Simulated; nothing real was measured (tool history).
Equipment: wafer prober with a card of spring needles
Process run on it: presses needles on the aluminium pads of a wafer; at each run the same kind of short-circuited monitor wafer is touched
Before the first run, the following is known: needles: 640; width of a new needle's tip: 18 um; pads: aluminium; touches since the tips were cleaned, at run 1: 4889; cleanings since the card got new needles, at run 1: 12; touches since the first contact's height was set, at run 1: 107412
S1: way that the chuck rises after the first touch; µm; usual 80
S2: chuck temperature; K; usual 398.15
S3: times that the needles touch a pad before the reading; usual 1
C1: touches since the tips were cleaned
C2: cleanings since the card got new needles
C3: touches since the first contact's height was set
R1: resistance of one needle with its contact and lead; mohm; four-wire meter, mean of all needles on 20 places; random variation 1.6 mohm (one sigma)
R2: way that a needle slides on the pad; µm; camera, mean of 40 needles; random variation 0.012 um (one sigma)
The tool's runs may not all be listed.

run   hour  S1      S2  S3    C1  C2      C3   R1     R2
  1      0  80  398.15   1  4889  12  107412  174  11.43
        26  -- tips cleaned on abrasive film
  2   36.9  80  398.15   1  1489  13  112467  181  11.37
  3     52  80  398.15   1  3560  13  114538  181   11.4
      87.8  -- tips cleaned on abrasive film
  4   88.9  82  398.15   1   163  14  119605  161  11.67
  5  110.1  82  398.15   1  3068  14  122510  167  11.69
  6  128.4  80  398.15   1  5590  14  125032  175  11.37
     150.7  -- tips cleaned on abrasive film
  7  153.1  75  398.15   1   333  15  128407  162  10.67
  8  184.6  80  337.15   1  4668  15  132742  160  11.36
  9  203.4  80  337.15   1  7251  15  135325  167  11.39
     214.1  -- tips cleaned on abrasive film
 10  231.9  80  398.15   1  2438  16  139216  169  11.35
     247.8  -- tips cleaned on abrasive film, once more
 11  264.3  77  398.15   1  2267  17  143661  167  10.94
 12  300.5  77  398.15   1  7239  17  148633  175  10.94
     309.7  -- tips cleaned on abrasive film
 13  317.8  77  398.15   1  1107  18  150998  166  10.93
 14  334.1  77  376.15   1  3342  18  153233  168  10.91
     371.1  -- tips cleaned on abrasive film
 15  371.1  77  376.15   1     0  19  158310  160  10.92
 16  397.6  92  398.15   1  3637  19  161947  165  13.09
 17  426.1  74  398.15   1  7550  19  165860  179  10.48
     434.8  -- tips cleaned on abrasive film
 18  462.5  98  398.15   1  3806  20  170852  161  13.95
     495.7  -- tips cleaned on abrasive film
 19  495.7  98  313.15   1     0  21  175405  141  13.92
 20  524.2  98  313.15   1  3917  21  179322  155  13.94
 21  551.2  98  313.15   1  7620  21  183025  157  13.95
     557.2  -- tips cleaned on abrasive film
 22    567  80  350.15   1  1339  22  185177  154  11.34
 23  584.9  80  350.15   1  3800  22  187638  163  11.34
 24  607.5  95  377.15   1  6910  22  190748  166  13.51
       618  -- tips cleaned on abrasive film
 25  630.1  95  377.15   1  1665  23  193836  158  13.49
 26  666.8  95  377.15   2  6715  23  198886  160  13.49
     679.2  -- tips cleaned on abrasive film
 27    693  65  301.15   1  1898  24  202472  159   9.16
 28  711.8  62  380.15   1  4475  24  205049  179   8.72
 29  733.1  77  364.15   2  7404  24  207978  163  10.88
     740.8  -- tips cleaned on abrasive film
 30    761  68  307.15   1  2773  25  211798  162    9.6
 31  778.2  85  309.15   2  5131  25  214156  152  12.05
 32  795.9  85  309.15   2  7575  25  216600  154  12.01
     801.6  -- tips cleaned on abrasive film
 33  826.4  85  333.15   1  3410  26  220771  159  12.02

What if the next run were any one of these 4? Each begins from the tool's condition after run 33:
  A  855.5  80  315.15   1  7405  26  224766   ?   ?
  B  855.5  85  380.15   1  7405  26  224766   ?   ?
  C  855.5  73  398.15   1  7405  26  224766   ?   ?
  D  855.5  62  352.15   1  7405  26  224766   ?   ?

run   R1     R2
  A  162  11.32
  B  172  12.01
  C  181  10.29
  D  185   8.72
With no hidden state in the tool, these same runs would have given:
run   R1     R2
  A  142  11.56
  B  155  12.25
  C  160  10.53
  D  156   8.96

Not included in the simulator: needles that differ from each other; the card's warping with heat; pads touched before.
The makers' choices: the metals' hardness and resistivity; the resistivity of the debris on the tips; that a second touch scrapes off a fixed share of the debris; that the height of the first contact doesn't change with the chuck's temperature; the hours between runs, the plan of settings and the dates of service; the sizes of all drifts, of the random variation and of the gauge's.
